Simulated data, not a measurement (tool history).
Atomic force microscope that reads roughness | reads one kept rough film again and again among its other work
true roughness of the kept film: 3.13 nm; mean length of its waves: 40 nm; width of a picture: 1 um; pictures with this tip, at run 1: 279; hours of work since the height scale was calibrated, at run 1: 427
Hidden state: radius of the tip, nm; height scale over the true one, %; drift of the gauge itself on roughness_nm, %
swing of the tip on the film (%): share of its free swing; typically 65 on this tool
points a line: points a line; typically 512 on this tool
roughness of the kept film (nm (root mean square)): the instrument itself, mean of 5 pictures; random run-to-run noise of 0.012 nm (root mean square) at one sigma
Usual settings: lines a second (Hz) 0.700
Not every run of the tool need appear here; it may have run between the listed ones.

| run | hour | lines a second (Hz) | swing of the tip on the film (%) | points a line | pictures with this tip | hours of work since the height scale was calibrated | roughness of the kept film (nm (root mean square)) |
|---|---|---|---|---|---|---|---|
| 1 | 0.0 | 0.700 | 65 | 512 | 279 | 427 | 2.611 |
|  | 5.4 | new tip fitted |
| 2 | 15.8 | 0.700 | 65 | 512 | 23 | 439 | 2.875 |
| 3 | 31.1 | 0.700 | 65 | 512 | 57 | 450 | 2.846 |
| 4 | 44.3 | 0.700 | 65 | 512 | 86 | 461 | 2.806 |
| 5 | 55.7 | 0.700 | 65 | 738 | 111 | 470 | 2.769 |
| 6 | 63.5 | 0.700 | 65 | 738 | 128 | 476 | 2.761 |
| 7 | 71.8 | 0.700 | 65 | 738 | 146 | 482 | 2.715 |
| 8 | 80.0 | 3.008 | 65 | 738 | 164 | 488 | 2.544 |
| 9 | 96.0 | 3.008 | 65 | 738 | 199 | 501 | 2.516 |
| 10 | 110.6 | 3.008 | 65 | 738 | 231 | 512 | 2.493 |
| 11 | 127.2 | 3.008 | 65 | 738 | 268 | 525 | 2.464 |
| 12 | 136.6 | 3.008 | 65 | 738 | 288 | 532 | 2.423 |
|  | 138.2 | new tip fitted |
| 13 | 149.3 | 3.008 | 65 | 816 | 24 | 542 | 2.713 |
| 14 | 167.7 | 0.700 | 65 | 512 | 64 | 556 | 2.819 |
| 15 | 176.1 | 0.700 | 65 | 632 | 83 | 562 | 2.803 |
| 16 | 186.3 | 0.700 | 75 | 512 | 105 | 570 | 2.747 |
| 17 | 194.7 | 0.700 | 75 | 512 | 124 | 577 | 2.745 |
| 18 | 212.0 | 0.547 | 77 | 354 | 162 | 590 | 2.656 |
| 19 | 226.8 | 0.547 | 77 | 354 | 194 | 602 | 2.645 |
| 20 | 243.0 | 1.011 | 62 | 351 | 230 | 614 | 2.621 |
| 21 | 258.5 | 1.011 | 62 | 351 | 264 | 626 | 2.609 |
|  | 271.4 | new tip fitted |
| 22 | 271.4 | 1.011 | 62 | 351 | 0 | 636 | 2.890 |
| 23 | 281.8 | 1.011 | 62 | 351 | 23 | 644 | 2.873 |
| 24 | 291.3 | 0.700 | 78 | 512 | 44 | 651 | 2.775 |
|  | 293.4 | height scale calibrated on a step standard |
| 25 | 310.3 | 0.700 | 78 | 512 | 83 | 13 | 2.759 |
| 26 | 324.9 | 0.700 | 65 | 677 | 115 | 24 | 2.770 |
| 27 | 339.4 | 1.689 | 64 | 481 | 147 | 36 | 2.656 |
| 28 | 352.9 | 0.541 | 88 | 845 | 177 | 46 | 2.629 |
|  | 357.8 | height scale calibrated on a step standard, once more |
| 29 | 364.9 | 0.700 | 61 | 512 | 201 | 5 | 2.690 |
| 30 | 381.7 | 0.700 | 61 | 512 | 238 | 18 | 2.627 |
| 31 | 395.1 | 0.700 | 65 | 544 | 267 | 29 | 2.618 |
|  | 406.1 | new tip fitted |
| 32 | 406.1 | 0.870 | 65 | 544 | 0 | 37 | 2.885 |
| 33 | 424.1 | 2.423 | 60 | 547 | 40 | 51 | 2.775 |
| 34 | 437.2 | 0.871 | 78 | 434 | 69 | 61 | 2.720 |

Predict each of these 5 candidate next runs independently; none follows another, all start after run 34:
| A | 446.8 | 3.874 | 79 | 857 | 90 | 69 | ? |
| B | 446.8 | 0.700 | 80 | 512 | 90 | 69 | ? |
| C | 446.8 | 0.938 | 65 | 608 | 90 | 69 | ? |
| D | 446.8 | 2.866 | 65 | 512 | 90 | 69 | ? |
| E | 446.8 | 1.250 | 77 | 340 | 90 | 69 | ? |

| run | roughness of the kept film (nm (root mean square)) |
|---|---|
| A | 2.307 |
| B | 2.707 |
| C | 2.779 |
| D | 2.635 |
| E | 2.677 |
Take away the tool's hidden state, keep each run's random variation, and the runs would have read:
| run | roughness of the kept film (nm (root mean square)) |
|---|---|
| A | 2.407 |
| B | 2.824 |
| C | 2.899 |
| D | 2.749 |
| E | 2.792 |
